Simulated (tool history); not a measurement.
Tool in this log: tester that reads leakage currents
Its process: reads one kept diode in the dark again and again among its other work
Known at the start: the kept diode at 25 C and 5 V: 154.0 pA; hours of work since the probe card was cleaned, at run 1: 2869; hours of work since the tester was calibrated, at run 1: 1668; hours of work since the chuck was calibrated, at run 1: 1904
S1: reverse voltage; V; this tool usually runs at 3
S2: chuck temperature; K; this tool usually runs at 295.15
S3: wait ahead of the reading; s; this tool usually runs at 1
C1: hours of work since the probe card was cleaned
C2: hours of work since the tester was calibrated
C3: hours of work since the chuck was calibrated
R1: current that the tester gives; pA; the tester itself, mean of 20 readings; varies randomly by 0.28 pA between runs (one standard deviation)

| run | hour | S1 | S2 | S3 | C1 | C2 | C3 | R1 |
|---|---|---|---|---|---|---|---|---|
| 1 | 0 | 3 | 295.15 | 1 | 2869 | 1668 | 1904 | 91.76 |
| 2 | 233.4 | 3 | 295.15 | 2.73 | 2994 | 1793 | 2029 | 90.85 |
| 3 | 383.2 | 2.52 | 295.15 | 1 | 3074 | 1873 | 2109 | 83.2 |
|  | 462.3 | chuck's temperature calibrated |
| 4 | 588.4 | 2.52 | 295.15 | 1 | 3183 | 1982 | 68 | 83.25 |
| 5 | 691.3 | 8.81 | 295.15 | 1 | 3238 | 2037 | 123 | 163.65 |
| 6 | 810.9 | 8.81 | 295.15 | 1 | 3302 | 2101 | 187 | 162.92 |
| 7 | 933.9 | 3 | 316.15 | 1 | 3368 | 2167 | 252 | 506.58 |
|  | 991.2 | probe card cleaned and baked |
| 8 | 1064.5 | 3.05 | 295.15 | 1 | 39 | 2235 | 321 | 92.29 |
| 9 | 1279.5 | 3.05 | 295.15 | 1 | 154 | 2350 | 436 | 92.25 |
| 10 | 1384.8 | 3.05 | 295.15 | 1 | 211 | 2406 | 492 | 92.19 |
| 11 | 1614.9 | 3.05 | 295.15 | 1 | 334 | 2529 | 615 | 92.22 |
| 12 | 1775.5 | 3.05 | 295.15 | 1 | 420 | 2615 | 701 | 92.18 |
| 13 | 1948.2 | 3.05 | 323.15 | 1 | 512 | 2708 | 794 | 863.18 |
| 14 | 2173.6 | 8.92 | 295.15 | 1 | 633 | 2828 | 914 | 164.08 |
| 15 | 2361.9 | 8.92 | 317.15 | 1 | 734 | 2929 | 1015 | 974.82 |
| 16 | 2471.9 | 3 | 295.15 | 1 | 792 | 2988 | 1074 | 91.64 |
| 17 | 2619.6 | 3 | 295.15 | 1 | 872 | 3067 | 1153 | 91.42 |
| 18 | 2798 | 3 | 295.15 | 1 | 967 | 3163 | 1248 | 91.19 |
| 19 | 2948.1 | 3 | 326.15 | 1 | 1047 | 3243 | 1329 | 1064.78 |
| 20 | 3057.2 | 3 | 326.15 | 1 | 1106 | 3301 | 1387 | 1062.05 |
| 21 | 3263.1 | 3 | 326.15 | 1 | 1216 | 3412 | 1497 | 1071.62 |
| 22 | 3416.2 | 3.68 | 318.15 | 0.32 | 1298 | 3494 | 1579 | 662.73 |
| 23 | 3551.7 | 1.24 | 318.15 | 6.41 | 1370 | 3566 | 1652 | 369.35 |
| 24 | 3789.1 | 3 | 295.15 | 0.69 | 1497 | 3693 | 1779 | 91.56 |
| 25 | 3957.6 | 2.21 | 333.15 | 0.69 | 1588 | 3783 | 1869 | 1480.14 |
| 26 | 4053.9 | 2.76 | 316.15 | 7.14 | 1639 | 3835 | 1921 | 485.64 |

The next listed run, before its measurement:
| 27 | 4286.2 | 2.76 | 316.15 | 7.14 | 1763 | 3959 | 2045 | ? |

{"run 27": {"R1": 485.66}}
If the tool had no hidden condition, the same run with the same run-to-run variation would have returned R1 485.45 pA.
